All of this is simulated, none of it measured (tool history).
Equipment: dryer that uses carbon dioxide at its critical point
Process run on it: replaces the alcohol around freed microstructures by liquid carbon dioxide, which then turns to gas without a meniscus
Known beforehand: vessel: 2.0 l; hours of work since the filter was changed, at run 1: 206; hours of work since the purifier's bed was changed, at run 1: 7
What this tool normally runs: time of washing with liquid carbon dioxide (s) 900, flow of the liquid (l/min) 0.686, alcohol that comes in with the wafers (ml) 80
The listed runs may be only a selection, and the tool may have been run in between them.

run	day	time of washing with liquid carbon dioxide (s)	flow of the liquid (l/min)	alcohol that comes in with the wafers (ml)	hours of work since the filter was changed	hours of work since the purifier's bed was changed	alcohol left in the vessel before it's heated (ppm by volume)
1	0.000	900	0.686	80	206	7	1155
2	0.650	900	0.686	80	216	17	1193
3	1.096	900	0.686	80	223	24	1162
4	1.575	900	0.686	80	231	32	1199
5	2.367	900	0.686	80	243	44	1210
6	3.150	900	0.686	42	256	57	644
7	3.962	900	0.773	80	268	69	768
8	4.746	600	0.686	64	281	82	3078
9	5.592	840	0.686	80	294	95	1578
10	6.062	900	0.686	46	301	103	748
11	6.912	900	0.718	115	315	116	1597
12	7.508	600	1.008	26	324	125	446
13	8.321	660	0.624	39	337	138	2001

Below, some changes in alcohol left in the vessel before it's heated (ppm by volume) between adjacent runs. For each, the amount present without the hidden state too (settings, incoming material, random variation) and the amount remaining for the hidden state with gauge scatter not shared by both compared results:
Hidden state at play: flow that reaches the vessel past the clogged filter, %; alcohol in the recycled carbon dioxide, ppm; drift of the gauge itself on alcohol_ppm, %.
Run 7 -> 8: time of washing with liquid carbon dioxide (s) 900 -> 600, flow of the liquid (l/min) 0.773 -> 0.686, alcohol that comes in with the wafers (ml) 80 -> 64. alcohol left in the vessel before it's heated (ppm by volume) +2310: hidden state +273, all else +2037.

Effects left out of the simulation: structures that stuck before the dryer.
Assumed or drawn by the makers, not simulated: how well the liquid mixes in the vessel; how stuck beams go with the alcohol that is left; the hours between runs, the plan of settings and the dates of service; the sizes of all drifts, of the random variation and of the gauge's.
